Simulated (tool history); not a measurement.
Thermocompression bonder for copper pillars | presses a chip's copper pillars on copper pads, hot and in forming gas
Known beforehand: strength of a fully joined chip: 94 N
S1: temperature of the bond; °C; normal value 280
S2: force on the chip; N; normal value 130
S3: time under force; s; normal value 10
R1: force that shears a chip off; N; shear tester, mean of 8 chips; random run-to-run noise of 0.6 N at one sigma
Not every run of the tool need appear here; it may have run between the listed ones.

{"run": 1, "hour": 0.0, "S1": 280, "S2": 130, "S3": 10, "R1": 34.1}
{"run": 2, "hour": 56.5, "S1": 280, "S2": 130, "S3": 10, "R1": 34.7}
{"run": 3, "hour": 121.6, "S1": 308, "S2": 130, "S3": 10, "R1": 42.7}
{"run": 4, "hour": 202.9, "S1": 280, "S2": 130, "S3": 10, "R1": 33.6}
{"run": 5, "hour": 277.7, "S1": 280, "S2": 130, "S3": 10, "R1": 32.5}
{"run": 6, "hour": 320.8, "S1": 280, "S2": 130, "S3": 14, "R1": 37.5}
{"run": 7, "hour": 408.1, "S1": 280, "S2": 130, "S3": 10, "R1": 32.5}
{"hour": 418.4, "done": "heater calibrated with a thermocouple chip"}
{"hour": 472.4, "done": "forming gas filter changed"}
{"run": 8, "hour": 485.1, "S1": 280, "S2": 130, "S3": 10, "R1": 31.3}
{"run": 9, "hour": 533.6, "S1": 280, "S2": 130, "S3": 10, "R1": 30.2}
{"run": 10, "hour": 595.3, "S1": 280, "S2": 130, "S3": 17, "R1": 38.1}
{"run": 11, "hour": 663.2, "S1": 280, "S2": 86, "S3": 10, "R1": 19.3}
{"run": 12, "hour": 737.1, "S1": 280, "S2": 134, "S3": 10, "R1": 29.9}
{"run": 13, "hour": 832.9, "S1": 280, "S2": 134, "S3": 10, "R1": 30.5}
{"run": 14, "hour": 915.2, "S1": 280, "S2": 130, "S3": 15, "R1": 34.9}
{"run": 15, "hour": 1009.6, "S1": 280, "S2": 130, "S3": 15, "R1": 34.1}
{"hour": 1031.0, "done": "force cell calibrated"}
{"run": 16, "hour": 1062.4, "S1": 267, "S2": 130, "S3": 10, "R1": 27.9}
{"run": 17, "hour": 1139.4, "S1": 267, "S2": 130, "S3": 10, "R1": 26.9}
{"run": 18, "hour": 1202.2, "S1": 267, "S2": 130, "S3": 10, "R1": 27.8}
{"run": 19, "hour": 1256.6, "S1": 280, "S2": 170, "S3": 10, "R1": 38.9}
{"run": 20, "hour": 1301.0, "S1": 280, "S2": 130, "S3": 10, "R1": 29.6}
{"hour": 1359.3, "done": "forming gas filter changed"}
{"run": 21, "hour": 1370.0, "S1": 282, "S2": 106, "S3": 10, "R1": 28.5}
{"run": 22, "hour": 1431.5, "S1": 263, "S2": 130, "S3": 10, "R1": 27.9}
{"run": 23, "hour": 1484.7, "S1": 300, "S2": 145, "S3": 28, "R1": 61.2}
{"run": 24, "hour": 1530.7, "S1": 280, "S2": 128, "S3": 11, "R1": 32.9}
{"run": 25, "hour": 1570.4, "S1": 261, "S2": 167, "S3": 26, "R1": 49.0}
{"run": 26, "hour": 1647.6, "S1": 284, "S2": 108, "S3": 7, "R1": 23.4}
{"run": 27, "hour": 1716.9, "S1": 274, "S2": 128, "S3": 8, "R1": 27.0}
{"run": 28, "hour": 1766.1, "S1": 274, "S2": 128, "S3": 8, "R1": 27.0}
{"run": 29, "hour": 1831.6, "S1": 278, "S2": 157, "S3": 10, "R1": 37.5}
{"run": 30, "hour": 1926.2, "S1": 278, "S2": 157, "S3": 10, "R1": 35.0}
{"run": 31, "hour": 1996.4, "S1": 270, "S2": 104, "S3": 29, "R1": 34.8}
{"run": 32, "hour": 2082.7, "S1": 270, "S2": 104, "S3": 29, "R1": 34.6}
{"run": 33, "hour": 2121.3, "S1": 270, "S2": 104, "S3": 29, "R1": 33.8}
{"run": 34, "hour": 2165.1, "S1": 286, "S2": 152, "S3": 10, "R1": 36.6}
{"run": 35, "hour": 2223.9, "S1": 270, "S2": 152, "S3": 7, "R1": 26.7}
{"hour": 2247.4, "done": "forming gas filter changed"}
{"run": 36, "hour": 2277.9, "S1": 262, "S2": 152, "S3": 7, "R1": 27.2}
{"run": 37, "hour": 2350.9, "S1": 262, "S2": 152, "S3": 7, "R1": 26.8}
{"run": 38, "hour": 2445.0, "S1": 270, "S2": 83, "S3": 22, "R1": 26.6}
{"run": 39, "hour": 2530.0, "S1": 295, "S2": 130, "S3": 9, "R1": 35.1}

Selected run-to-run steps in R1, each split into two signed amounts: the part the tool would show with no hidden state at all (from settings, incoming material and random variation), and the remainder, which goes to the hidden state together with any gauge scatter not common to the measured and the hidden-state-free results:
Hidden state present: true temperature of the bond over the reading, C; force that reaches the chip, % of what is set; oxide that the forming gas leaves, % of the face; drift of the gauge itself on shear_n, %.
Run 15 -> 16: S1 280 -> 267, S3 15 -> 10, force cell calibrated. R1 -6.2 N: hidden state +3.4, all else -9.6.
Run 20 -> 21: S1 280 -> 282, S2 130 -> 106, forming gas filter changed. R1 -1.1 N: hidden state +2.7, all else -3.8.
Run 22 -> 23: S1 263 -> 300, S2 130 -> 145, S3 10 -> 28. R1 +33.3 N: hidden state -0.6, all else +33.9.
Run 23 -> 24: S1 300 -> 280, S2 145 -> 128, S3 28 -> 11. R1 -28.3 N: hidden state +0.2, all else -28.5.
Run 25 -> 26: S1 261 -> 284, S2 167 -> 108, S3 26 -> 7. R1 -25.6 N: hidden state -0.1, all else -25.5.
Run 35 -> 36: S1 270 -> 262, forming gas filter changed. R1 +0.5 N: hidden state +2.6, all else -2.1.
